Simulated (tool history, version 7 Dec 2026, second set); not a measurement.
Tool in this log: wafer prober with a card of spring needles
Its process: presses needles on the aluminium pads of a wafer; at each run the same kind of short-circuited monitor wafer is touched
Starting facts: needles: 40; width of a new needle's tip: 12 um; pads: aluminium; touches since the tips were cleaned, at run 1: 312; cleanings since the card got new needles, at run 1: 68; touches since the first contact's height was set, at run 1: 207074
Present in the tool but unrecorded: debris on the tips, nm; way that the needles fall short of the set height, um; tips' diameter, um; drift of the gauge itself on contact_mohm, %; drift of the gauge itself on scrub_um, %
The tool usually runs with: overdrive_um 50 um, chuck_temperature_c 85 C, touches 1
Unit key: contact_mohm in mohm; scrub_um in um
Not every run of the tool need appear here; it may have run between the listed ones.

run,hour,overdrive_um,chuck_temperature_c,touches,touches since the tips were cleaned,cleanings since the card got new needles,touches since the first contact's height was set,contact_mohm,scrub_um
1,0.0,50,85,1,312,68,207074,164,11.87
# hour 2.3: height of the first contact set anew
# hour 8.3: tips cleaned on abrasive film
# hour 16.3: tips cleaned on abrasive film
# hour 24.4: tips cleaned on abrasive film
# hour 34.4: tips cleaned on abrasive film
# hour 42.4: tips cleaned on abrasive film
# hour 50.4: tips cleaned on abrasive film
2,58.1,50,85,1,5040,74,36447,168,12.04
# hour 60.1: tips cleaned on abrasive film
# hour 70.1: tips cleaned on abrasive film
# hour 80.1: tips cleaned on abrasive film
# hour 88.2: tips cleaned on abrasive film
# hour 98.2: tips cleaned on abrasive film
3,102.5,50,85,1,2847,79,65467,168,11.92
# hour 106.6: tips cleaned on abrasive film
# hour 116.6: tips cleaned on abrasive film
# hour 124.6: tips cleaned on abrasive film
# hour 134.6: tips cleaned on abrasive film
4,135.9,36,85,1,893,83,87301,173,8.53
# hour 144.0: tips cleaned on abrasive film
# hour 152.0: tips cleaned on abrasive film
# hour 162.0: tips cleaned on abrasive film
# hour 172.0: tips cleaned on abrasive film
5,178.3,50,85,2,4149,87,115006,167,11.86
# hour 180.4: tips cleaned on abrasive film
# hour 190.4: tips cleaned on abrasive film
# hour 200.4: tips cleaned on abrasive film
# hour 208.4: tips cleaned on abrasive film
# hour 218.4: tips cleaned on abrasive film
6,223.6,50,85,2,3423,92,144602,166,12.03
# hour 227.6: tips cleaned on abrasive film
# hour 237.6: tips cleaned on abrasive film
# hour 247.7: tips cleaned on abrasive film
# hour 255.7: tips cleaned on abrasive film
# hour 265.7: tips cleaned on abrasive film
# hour 275.7: tips cleaned on abrasive film
7,280.9,50,45,1,3439,98,182066,157,11.91
# hour 285.0: tips cleaned on abrasive film
# hour 295.0: tips cleaned on abrasive film
# hour 305.0: tips cleaned on abrasive film
# hour 315.0: tips cleaned on abrasive film
# hour 321.2: height of the first contact set anew
# hour 325.3: tips cleaned on abrasive film
8,327.2,50,85,1,1260,103,3877,165,12.04
# hour 335.2: tips cleaned on abrasive film
# hour 345.2: tips cleaned on abrasive film
# hour 355.2: tips cleaned on abrasive film
9,360.7,50,85,1,3628,106,25826,165,11.99
# hour 364.8: tips cleaned on abrasive film
# hour 374.8: tips cleaned on abrasive film
# hour 384.8: tips cleaned on abrasive film
# hour 392.8: tips cleaned on abrasive film
# hour 402.8: tips cleaned on abrasive film
# hour 412.8: tips cleaned on abrasive film
10,416.4,50,28,2,2341,112,62192,156,11.94
# hour 422.4: tips cleaned on abrasive film
# hour 432.4: tips cleaned on abrasive film
# hour 442.4: tips cleaned on abrasive film
11,443.3,40,28,1,581,115,79786,161,9.53
# hour 451.3: tips cleaned on abrasive film
# hour 461.3: tips cleaned on abrasive film
# hour 469.3: tips cleaned on abrasive film
# hour 479.3: tips cleaned on abrasive film
# hour 487.4: tips cleaned on abrasive film
# hour 495.4: tips cleaned on abrasive film
# hour 505.4: tips cleaned on abrasive film
12,505.6,40,28,1,113,122,120466,158,9.54
# hour 513.6: tips cleaned on abrasive film
# hour 523.6: tips cleaned on abrasive film
# hour 531.6: tips cleaned on abrasive film
# hour 541.6: tips cleaned on abrasive film
# hour 551.6: tips cleaned on abrasive film
# hour 559.7: tips cleaned on abrasive film
# hour 567.9: tips cleaned on abrasive film
13,567.9,59,69,2,0,129,161209,160,14.11
# hour 577.9: tips cleaned on abrasive film
# hour 586.0: tips cleaned on abrasive film
# hour 596.0: tips cleaned on abrasive film
# hour 606.0: tips cleaned on abrasive film
# hour 614.0: tips cleaned on abrasive film
# hour 622.0: tips cleaned on abrasive film
14,625.9,43,44,1,2525,135,199064,161,10.44
# hour 631.9: tips cleaned on abrasive film
# hour 639.9: tips cleaned on abrasive film
# hour 640.2: height of the first contact set anew
# hour 650.2: tips cleaned on abrasive film
# hour 658.2: tips cleaned on abrasive film
# hour 668.3: tips cleaned on abrasive film
15,675.9,43,44,1,5039,140,23360,161,10.23
# hour 678.0: tips cleaned on abrasive film
# hour 686.0: tips cleaned on abrasive film
# hour 694.0: tips cleaned on abrasive film
# hour 704.0: tips cleaned on abrasive film
# hour 714.0: tips cleaned on abrasive film
# hour 724.0: tips cleaned on abrasive film
16,729.8,43,44,1,3792,146,58559,163,10.36
# hour 733.8: tips cleaned on abrasive film
# hour 743.8: tips cleaned on abrasive film
# hour 753.8: tips cleaned on abrasive film
# hour 761.9: tips cleaned on abrasive film
# hour 771.9: tips cleaned on abrasive film
# hour 779.9: tips cleaned on abrasive film
# hour 788.8: tips cleaned on abrasive film
17,788.8,31,51,1,0,153,97116,169,7.45

For run 18, what comes out?
# hour 796.9: tips cleaned on abrasive film
# hour 806.9: tips cleaned on abrasive film
# hour 816.9: tips cleaned on abrasive film
# hour 824.9: tips cleaned on abrasive film
# hour 834.2: tips cleaned on abrasive film
18,834.2,31,51,1,0,158,126739,?,?

Run 18 measured contact_mohm 168 mohm, scrub_um 7.48 um.
With the hidden condition absent and the run-to-run variation left alone, this run would have shown contact_mohm 168 mohm, scrub_um 7.49 um.
